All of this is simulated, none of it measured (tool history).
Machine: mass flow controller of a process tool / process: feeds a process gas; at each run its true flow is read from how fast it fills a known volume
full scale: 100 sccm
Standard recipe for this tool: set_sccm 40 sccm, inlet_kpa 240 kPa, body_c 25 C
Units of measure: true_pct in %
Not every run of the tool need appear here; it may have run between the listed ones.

{"run": 1, "hour": 0.0, "set_sccm": 40, "inlet_kpa": 240, "body_c": 25, "true_pct": 99.62}
{"run": 2, "hour": 121.5, "set_sccm": 40, "inlet_kpa": 240, "body_c": 25, "true_pct": 99.71}
{"run": 3, "hour": 270.3, "set_sccm": 40, "inlet_kpa": 240, "body_c": 25, "true_pct": 99.67}
{"run": 4, "hour": 450.2, "set_sccm": 40, "inlet_kpa": 240, "body_c": 25, "true_pct": 99.65}
{"run": 5, "hour": 610.7, "set_sccm": 40, "inlet_kpa": 240, "body_c": 27, "true_pct": 99.85}
{"run": 6, "hour": 781.2, "set_sccm": 35, "inlet_kpa": 240, "body_c": 27, "true_pct": 99.77}
{"run": 7, "hour": 935.8, "set_sccm": 35, "inlet_kpa": 240, "body_c": 27, "true_pct": 99.88}
{"run": 8, "hour": 1147.0, "set_sccm": 40, "inlet_kpa": 240, "body_c": 25, "true_pct": 99.81}
{"run": 9, "hour": 1318.3, "set_sccm": 40, "inlet_kpa": 240, "body_c": 25, "true_pct": 99.8}
{"run": 10, "hour": 1415.2, "set_sccm": 40, "inlet_kpa": 240, "body_c": 25, "true_pct": 99.76}
{"run": 11, "hour": 1546.7, "set_sccm": 40, "inlet_kpa": 240, "body_c": 25, "true_pct": 99.76}
{"run": 12, "hour": 1649.9, "set_sccm": 40, "inlet_kpa": 240, "body_c": 25, "true_pct": 99.73}
{"run": 13, "hour": 1831.7, "set_sccm": 40, "inlet_kpa": 240, "body_c": 25, "true_pct": 99.79}
{"run": 14, "hour": 1936.0, "set_sccm": 40, "inlet_kpa": 240, "body_c": 25, "true_pct": 99.72}
{"run": 15, "hour": 2030.9, "set_sccm": 40, "inlet_kpa": 240, "body_c": 25, "true_pct": 99.7}
{"run": 16, "hour": 2147.2, "set_sccm": 40, "inlet_kpa": 240, "body_c": 25, "true_pct": 99.86}
{"run": 17, "hour": 2253.7, "set_sccm": 40, "inlet_kpa": 240, "body_c": 25, "true_pct": 99.83}
{"run": 18, "hour": 2434.3, "set_sccm": 40, "inlet_kpa": 240, "body_c": 25, "true_pct": 99.78}
{"run": 19, "hour": 2607.0, "set_sccm": 40, "inlet_kpa": 240, "body_c": 25, "true_pct": 99.71}
{"run": 20, "hour": 2712.8, "set_sccm": 40, "inlet_kpa": 240, "body_c": 25, "true_pct": 99.8}
{"run": 21, "hour": 2893.5, "set_sccm": 40, "inlet_kpa": 240, "body_c": 25, "true_pct": 99.91}
{"run": 22, "hour": 3051.5, "set_sccm": 40, "inlet_kpa": 240, "body_c": 25, "true_pct": 99.72}
{"run": 23, "hour": 3191.3, "set_sccm": 40, "inlet_kpa": 240, "body_c": 25, "true_pct": 99.87}
{"run": 24, "hour": 3405.7, "set_sccm": 40, "inlet_kpa": 240, "body_c": 25, "true_pct": 99.82}
{"run": 25, "hour": 3558.0, "set_sccm": 81, "inlet_kpa": 214, "body_c": 36, "true_pct": 100.21}
{"run": 26, "hour": 3714.4, "set_sccm": 86, "inlet_kpa": 150, "body_c": 31, "true_pct": 99.7}
{"run": 27, "hour": 3892.7, "set_sccm": 86, "inlet_kpa": 236, "body_c": 33, "true_pct": 100.29}
{"hour": 3907.9, "done": "controller's zero set anew"}
{"run": 28, "hour": 4112.0, "set_sccm": 86, "inlet_kpa": 236, "body_c": 33, "true_pct": 100.61}
{"run": 29, "hour": 4253.6, "set_sccm": 33, "inlet_kpa": 190, "body_c": 34, "true_pct": 101.01}
{"run": 30, "hour": 4380.2, "set_sccm": 33, "inlet_kpa": 190, "body_c": 34, "true_pct": 100.94}
{"run": 31, "hour": 4505.8, "set_sccm": 33, "inlet_kpa": 190, "body_c": 34, "true_pct": 100.99}
{"run": 32, "hour": 4712.5, "set_sccm": 40, "inlet_kpa": 235, "body_c": 27, "true_pct": 100.65}
{"run": 33, "hour": 4905.4, "set_sccm": 40, "inlet_kpa": 232, "body_c": 25, "true_pct": 100.61}
{"hour": 5102.1, "done": "controller's zero set anew, once more"}
{"run": 34, "hour": 5122.5, "set_sccm": 69, "inlet_kpa": 240, "body_c": 21, "true_pct": 98.79}
{"run": 35, "hour": 5283.8, "set_sccm": 69, "inlet_kpa": 240, "body_c": 21, "true_pct": 98.83}
{"run": 36, "hour": 5404.4, "set_sccm": 13, "inlet_kpa": 240, "body_c": 25, "true_pct": 98.6}
{"run": 37, "hour": 5597.4, "set_sccm": 13, "inlet_kpa": 240, "body_c": 25, "true_pct": 98.65}
{"run": 38, "hour": 5789.6, "set_sccm": 18, "inlet_kpa": 247, "body_c": 21, "true_pct": 98.37}
{"run": 39, "hour": 5932.0, "set_sccm": 17, "inlet_kpa": 240, "body_c": 25, "true_pct": 98.76}
{"run": 40, "hour": 6072.3, "set_sccm": 94, "inlet_kpa": 154, "body_c": 25, "true_pct": 98.87}
{"run": 41, "hour": 6229.9, "set_sccm": 94, "inlet_kpa": 154, "body_c": 25, "true_pct": 98.94}
{"run": 42, "hour": 6343.5, "set_sccm": 22, "inlet_kpa": 154, "body_c": 25, "true_pct": 98.21}
{"run": 43, "hour": 6532.8, "set_sccm": 31, "inlet_kpa": 154, "body_c": 35, "true_pct": 98.72}
{"run": 44, "hour": 6685.4, "set_sccm": 31, "inlet_kpa": 154, "body_c": 35, "true_pct": 98.72}
{"run": 45, "hour": 6792.6, "set_sccm": 40, "inlet_kpa": 207, "body_c": 22, "true_pct": 98.43}
{"run": 46, "hour": 6926.3, "set_sccm": 40, "inlet_kpa": 207, "body_c": 22, "true_pct": 98.41}
{"run": 47, "hour": 7048.4, "set_sccm": 59, "inlet_kpa": 150, "body_c": 25, "true_pct": 98.39}

What if the next run were any one of these 5? Each begins from the tool's condition after run 47:
{"run": "A", "hour": 7259.7, "set_sccm": 56, "inlet_kpa": 201, "body_c": 39, "true_pct": "?"}
{"run": "B", "hour": 7259.7, "set_sccm": 26, "inlet_kpa": 150, "body_c": 31, "true_pct": "?"}
{"run": "C", "hour": 7259.7, "set_sccm": 45, "inlet_kpa": 233, "body_c": 24, "true_pct": "?"}
{"run": "D", "hour": 7259.7, "set_sccm": 13, "inlet_kpa": 267, "body_c": 35, "true_pct": "?"}
{"run": "E", "hour": 7259.7, "set_sccm": 10, "inlet_kpa": 150, "body_c": 25, "true_pct": "?"}

run=A true_pct=99.32
run=B true_pct=98.55
run=C true_pct=98.67
run=D true_pct=99.93
run=E true_pct=99.14
Had the tool no hidden state, the same runs would have come out as:
run=A true_pct=99.98
run=B true_pct=98.8
run=C true_pct=99.24
run=D true_pct=99.42
run=E true_pct=98.17

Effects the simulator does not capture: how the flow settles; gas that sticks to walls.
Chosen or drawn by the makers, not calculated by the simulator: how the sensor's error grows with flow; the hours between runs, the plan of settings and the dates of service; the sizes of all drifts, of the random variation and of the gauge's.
